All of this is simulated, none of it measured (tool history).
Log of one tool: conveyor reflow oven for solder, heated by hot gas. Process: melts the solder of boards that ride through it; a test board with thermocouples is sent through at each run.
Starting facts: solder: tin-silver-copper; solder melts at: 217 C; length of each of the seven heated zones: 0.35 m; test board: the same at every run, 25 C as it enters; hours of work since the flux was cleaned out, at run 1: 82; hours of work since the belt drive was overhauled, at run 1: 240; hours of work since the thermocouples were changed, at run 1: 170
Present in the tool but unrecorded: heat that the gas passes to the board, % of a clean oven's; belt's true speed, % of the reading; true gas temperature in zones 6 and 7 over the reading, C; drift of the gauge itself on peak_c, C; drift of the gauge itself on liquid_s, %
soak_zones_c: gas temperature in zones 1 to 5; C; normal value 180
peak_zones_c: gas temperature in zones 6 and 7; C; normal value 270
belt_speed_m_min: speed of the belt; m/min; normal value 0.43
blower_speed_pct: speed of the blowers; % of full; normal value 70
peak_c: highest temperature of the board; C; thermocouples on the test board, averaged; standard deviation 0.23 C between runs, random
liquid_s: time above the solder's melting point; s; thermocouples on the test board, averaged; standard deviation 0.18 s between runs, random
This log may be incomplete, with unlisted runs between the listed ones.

| run | hour | soak_zones_c | peak_zones_c | belt_speed_m_min | blower_speed_pct | hours of work since the flux was cleaned out | hours of work since the belt drive was overhauled | hours of work since the thermocouples were changed | peak_c | liquid_s |
|---|---|---|---|---|---|---|---|---|---|---|
| 1 | 0 | 180 | 270 | 0.43 | 70 | 82 | 240 | 170 | 257.2 | 81.3 |
| 2 | 86.1 | 180 | 270 | 0.43 | 70 | 140 | 299 | 229 | 257.3 | 81.5 |
| 3 | 152.3 | 180 | 270 | 0.43 | 70 | 186 | 344 | 274 | 256.9 | 81.1 |
| 4 | 232.8 | 180 | 270 | 0.43 | 80 | 241 | 399 | 329 | 257.7 | 82.1 |
| 5 | 275.3 | 180 | 270 | 0.43 | 70 | 270 | 428 | 358 | 256.3 | 81 |
| 6 | 332 | 176 | 270 | 0.43 | 70 | 308 | 467 | 397 | 256.1 | 78.2 |
| 7 | 414.3 | 176 | 270 | 0.43 | 70 | 364 | 523 | 453 | 255.4 | 78.5 |
|  | 458.9 | flux residue cleaned out of gas plates and filters |
| 8 | 507.5 | 176 | 270 | 0.43 | 70 | 33 | 583 | 514 | 256.1 | 79.2 |
| 9 | 609.1 | 176 | 270 | 0.43 | 70 | 103 | 653 | 583 | 256.1 | 79.1 |
| 10 | 652.7 | 176 | 282 | 0.486 | 78 | 132 | 682 | 613 | 264.1 | 74.4 |
| 11 | 752.2 | 180 | 271 | 0.359 | 70 | 200 | 750 | 681 | 261 | 103 |
|  | 827 | thermocouples of zones 6 and 7 changed |
| 12 | 844.5 | 186 | 270 | 0.493 | 70 | 262 | 812 | 12 | 254.4 | 71.2 |
| 13 | 937.2 | 186 | 270 | 0.493 | 70 | 325 | 875 | 75 | 254.1 | 71.3 |
|  | 1041.6 | flux residue cleaned out of gas plates and filters |
| 14 | 1041.7 | 185 | 282 | 0.393 | 53 | 0 | 943 | 143 | 269.4 | 101.1 |
| 15 | 1090.1 | 185 | 282 | 0.393 | 53 | 33 | 976 | 176 | 268.9 | 101.3 |
| 16 | 1151.5 | 168 | 267 | 0.369 | 54 | 75 | 1018 | 218 | 254.8 | 88.9 |

Had the tool no unlogged condition, and each run kept its random variation, what would the results have been?
| run | peak_c | liquid_s |
|---|---|---|
| 1 | 257.7 | 81.2 |
| 2 | 258 | 81.6 |
| 3 | 257.9 | 81.4 |
| 4 | 259 | 82.4 |
| 5 | 257.7 | 81.4 |
| 6 | 257.8 | 78.8 |
| 7 | 257.4 | 79.4 |
| 8 | 257.2 | 78.9 |
| 9 | 257.5 | 79.1 |
| 10 | 265.7 | 74.2 |
| 11 | 262.9 | 102.7 |
| 12 | 255.1 | 70.6 |
| 13 | 255.1 | 70.9 |
| 14 | 269.6 | 99.2 |
| 15 | 269.3 | 99.4 |
| 16 | 255.5 | 87.3 |
